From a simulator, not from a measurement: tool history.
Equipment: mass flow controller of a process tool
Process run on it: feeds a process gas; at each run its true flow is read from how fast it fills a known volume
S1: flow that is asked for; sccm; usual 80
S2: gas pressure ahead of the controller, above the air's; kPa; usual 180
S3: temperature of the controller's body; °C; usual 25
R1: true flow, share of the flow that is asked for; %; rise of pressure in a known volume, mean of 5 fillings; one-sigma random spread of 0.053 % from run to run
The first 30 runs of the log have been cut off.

Run 31, hour 1726.0: usual settings but S1 50 sccm, S2 235 kPa, S3 24 °C. Result: R1 98.59 %.
Run 32, hour 1776.2: usual settings but S2 194 kPa, S3 23 °C. Result: R1 99.09 %.
Run 33, hour 1830.7: usual settings but S1 18 sccm, S2 194 kPa, S3 23 °C. Result: R1 98.18 %.
Run 34, hour 1871.5: usual settings but S1 56 sccm, S2 256 kPa, S3 21 °C. Result: R1 98.51 %.
Run 35, hour 1921.6: usual settings but S1 56 sccm, S2 256 kPa, S3 21 °C. Result: R1 98.37 %.
Run 36, hour 1957.4: usual settings but S1 13 sccm, S2 250 kPa, S3 21 °C. Result: R1 98.55 %.
Run 37, hour 2018.6: usual settings but S1 13 sccm, S2 250 kPa, S3 21 °C. Result: R1 98.71 %.
Run 38, hour 2064.2: usual settings but S1 13 sccm, S2 250 kPa, S3 21 °C. Result: R1 98.70 %.
Run 39, hour 2119.5: usual settings but S1 13 sccm, S2 250 kPa, S3 21 °C. Result: R1 98.76 %.
Run 40, hour 2193.1: usual settings but S1 18 sccm. Result: R1 98.47 %.
Run 41, hour 2276.9: usual settings but S1 20 sccm, S3 38 °C. Result: R1 99.80 %.
Run 42, hour 2347.9: usual settings but S2 238 kPa. Result: R1 99.48 %.
Run 43, hour 2395.5: usual settings but S1 16 sccm, S2 245 kPa, S3 35 °C. Result: R1 100.08 %.
Run 44, hour 2449.0: usual settings but S3 35 °C. Result: R1 100.35 %.
Run 45, hour 2514.4: usual settings but S1 30 sccm, S2 235 kPa. Result: R1 98.50 %.
Run 46, hour 2548.5: usual settings but S1 30 sccm, S2 193 kPa, S3 23 °C. Result: R1 98.32 %.
Run 47, hour 2624.4: usual settings but S1 30 sccm, S2 193 kPa, S3 23 °C. Result: R1 98.21 %.
Run 48, hour 2675.6: usual settings but S1 22 sccm, S2 192 kPa. Result: R1 98.65 %.
Run 49, hour 2742.4: usual settings but S1 22 sccm, S2 192 kPa. Result: R1 98.66 %.

3 options for the next run, each taken on its own from the tool as it stands now. Forecast them:
Run A, hour 2813.1: usual settings but S2 163 kPa. Result: R1 ?.
Run B, hour 2813.1: usual settings but S1 22 sccm, S2 192 kPa, S3 31 °C. Result: R1 ?.
Run C, hour 2813.1: usual settings but S1 54 sccm. Result: R1 ?.

run     R1
  A  99.22
  B  99.23
  C  98.80
Without the tool's hidden state the same runs would have given:
run     R1
  A  99.18
  B  98.02
  C  98.55
